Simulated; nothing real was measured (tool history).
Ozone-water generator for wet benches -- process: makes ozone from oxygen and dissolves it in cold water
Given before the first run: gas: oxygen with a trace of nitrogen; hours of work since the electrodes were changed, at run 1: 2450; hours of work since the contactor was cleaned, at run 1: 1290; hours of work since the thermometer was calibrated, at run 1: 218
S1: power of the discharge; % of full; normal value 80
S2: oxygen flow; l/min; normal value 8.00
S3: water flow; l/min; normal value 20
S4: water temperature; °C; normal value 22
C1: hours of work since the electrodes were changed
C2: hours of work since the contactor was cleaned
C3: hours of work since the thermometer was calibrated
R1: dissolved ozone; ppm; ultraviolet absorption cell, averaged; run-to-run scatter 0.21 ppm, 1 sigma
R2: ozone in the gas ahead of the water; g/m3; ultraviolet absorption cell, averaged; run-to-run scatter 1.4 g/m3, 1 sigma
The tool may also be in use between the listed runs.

run,hour,S1,S2,S3,S4,C1,C2,C3,R1,R2
1,0.0,80,8.00,20,22,2450,1290,218,28.4,237.3
2,48.3,80,8.00,20,22,2492,1332,260,27.9,239.8
3,84.2,80,8.00,20,22,2523,1363,291,27.9,238.3
4,115.2,80,8.00,20,22,2550,1390,318,28.0,237.4
5,181.5,80,8.00,20,22,2608,1447,375,27.8,237.0
6,223.6,80,8.00,20,22,2644,1484,412,27.7,237.4
7,284.2,80,8.00,20,22,2697,1537,464,27.4,236.4
8,338.0,80,8.00,20,22,2743,1583,511,27.2,237.5
9,368.7,80,5.45,20,22,2770,1610,538,29.5,304.5
10,427.6,80,5.45,13,22,2821,1661,589,38.4,300.5
11,462.9,80,8.60,18,22,2852,1692,619,28.2,225.3
12,532.0,42,8.00,28,28,2912,1751,679,13.7,158.2
13,600.2,80,6.34,20,22,2971,1811,738,28.6,272.8
14,639.6,80,6.34,20,17,3005,1845,773,31.2,271.5
15,686.4,80,4.60,14,22,3045,1885,813,37.5,332.8

3 options for the next run, each taken on its own from the tool as it stands now. Forecast them:
A,731.1,80,6.06,13,16,3084,1924,852,?,?
B,731.1,80,11.11,25,22,3084,1924,852,?,?
C,731.1,80,6.48,14,22,3084,1924,852,?,?

run,R1,R2
A,40.8,276.6
B,22.0,187.1
C,34.6,268.0
What these runs would have given with no unlogged condition in the tool:
run,R1,R2
A,47.2,308.5
B,25.5,208.7
C,40.1,298.8
